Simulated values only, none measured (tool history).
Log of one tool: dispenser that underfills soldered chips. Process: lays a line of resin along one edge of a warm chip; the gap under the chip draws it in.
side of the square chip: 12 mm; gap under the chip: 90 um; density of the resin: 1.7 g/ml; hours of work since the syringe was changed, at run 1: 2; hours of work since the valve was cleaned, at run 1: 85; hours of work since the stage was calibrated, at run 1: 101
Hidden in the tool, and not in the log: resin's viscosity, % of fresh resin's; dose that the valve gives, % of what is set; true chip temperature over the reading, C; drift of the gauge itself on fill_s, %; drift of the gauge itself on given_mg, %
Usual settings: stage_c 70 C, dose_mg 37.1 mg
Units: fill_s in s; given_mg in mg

run    day  stage_c  dose_mg  hours of work since the syringe was changed  hours of work since the valve was cleaned  hours of work since the stage was calibrated  fill_s  given_mg
  1  0.000       70     37.1                                            2                                         85                                           101    60.8     34.88
  2  0.321       65     37.1                                            6                                         89                                           106   112.1     34.64
  3  0.521       79     37.1                                            9                                         92                                           109    70.6     34.38
     0.675  -- new syringe of resin
  4  0.858       79     31.7                                            3                                         97                                           113    44.1     29.28
     1.050  -- dispensing valve cleaned and set on the balance
  5  1.054       61     31.7                                            5                                          0                                           116   125.9     31.63
  6  1.233       55     37.1                                            7                                          3                                           118   205.2     37.25
  7  1.388       55     37.1                                           10                                          5                                           121   239.6     37.11
     1.512  -- new syringe of resin
  8  1.600       55     39.2                                            1                                          8                                           123   130.5     38.95
  9  1.867       67     39.2                                            5                                         12                                           127    92.7     39.09
 10  2.175       67     39.2                                           10                                         16                                           132   128.7     38.76
     2.300  -- new syringe of resin
 11  2.338       70     40.6                                            1                                         18                                           134    55.5     39.93
 12  2.583       70     40.6                                            4                                         22                                           138    73.4     39.81
 13  2.825       70     40.6                                            8                                         25                                           141    96.7     39.82
 14  2.988       70     40.6                                           10                                         28                                           143   113.2     39.96
     3.096  -- new syringe of resin
 15  3.254       70     40.6                                            2                                         31                                           147    65.4     39.79
 16  3.496       70     40.6                                            6                                         35                                           151    84.3     39.28
 17  3.796       70     46.2                                           10                                         39                                           155   114.2     44.99
     3.888  -- new syringe of resin
 18  4.125       70     44.5                                            3                                         44                                           159    69.3     43.10
 19  4.358       78     38.9                                            7                                         47                                           163    62.1     37.43
 20  4.629       78     38.9                                           11                                         51                                           167    84.4     37.34
     4.683  -- new syringe of resin
 21  4.892       61     40.3                                            3                                         55                                           170   106.8     38.59
 22  5.104       61     40.3                                            6                                         58                                           173   134.3     38.86
 23  5.258       59     37.1                                            8                                         60                                           176   178.5     35.52
     5.471  -- new syringe of resin
 24  5.533       61     35.8                                            1                                         64                                           179    92.0     34.29
 25  5.754       61     35.8                                            4                                         67                                           183   118.7     33.94
 26  5.925       71     39.3                                            7                                         69                                           185    85.3     37.03
     6.250  -- new syringe of resin
 27  6.250       72     42.0                                            0                                         74                                           190    50.1     39.99
 28  6.429       72     42.0                                            3                                         77                                           192    63.0     39.83
 29  6.733       70     46.4                                            7                                         81                                           197    92.6     43.60
 30  6.967       83     31.8                                           10                                         84                                           200    66.2     30.25
     7.042  -- new syringe of resin
 31  7.296       83     35.6                                            4                                         89                                           205    40.8     33.34
 32  7.525       83     35.6                                            7                                         92                                           208    50.7     33.37
 33  7.779       70     36.7                                           11                                         96                                           212   128.0     34.36
     7.829  -- new syringe of resin
     8.042  -- dispensing valve cleaned and set on the balance
 34  8.058       73     34.0                                            3                                          0                                           215    60.0     33.86
 35  8.225       68     33.7                                            5                                          3                                           217    93.5     33.51

Some steps in fill_s between neighbouring runs. How much of each would the tool show without its hidden state too (settings, what came in, random variation), and how much is left for the hidden state, with any gauge scatter that isn't in both results?
Run 4 -> 5: stage_c 79 -> 61, dispensing valve cleaned and set on the balance. fill_s +81.8 s: hidden state +31.7, all else +50.1.
Run 7 -> 8: dose_mg 37.1 -> 39.2, new syringe of resin. fill_s -109.1 s: hidden state -109.4, all else +0.3.
Run 10 -> 11: stage_c 67 -> 70, dose_mg 39.2 -> 40.6, new syringe of resin. fill_s -73.2 s: hidden state -63.6, all else -9.6.
Run 23 -> 24: stage_c 59 -> 61, dose_mg 37.1 -> 35.8, new syringe of resin. fill_s -86.5 s: hidden state -76.1, all else -10.4.

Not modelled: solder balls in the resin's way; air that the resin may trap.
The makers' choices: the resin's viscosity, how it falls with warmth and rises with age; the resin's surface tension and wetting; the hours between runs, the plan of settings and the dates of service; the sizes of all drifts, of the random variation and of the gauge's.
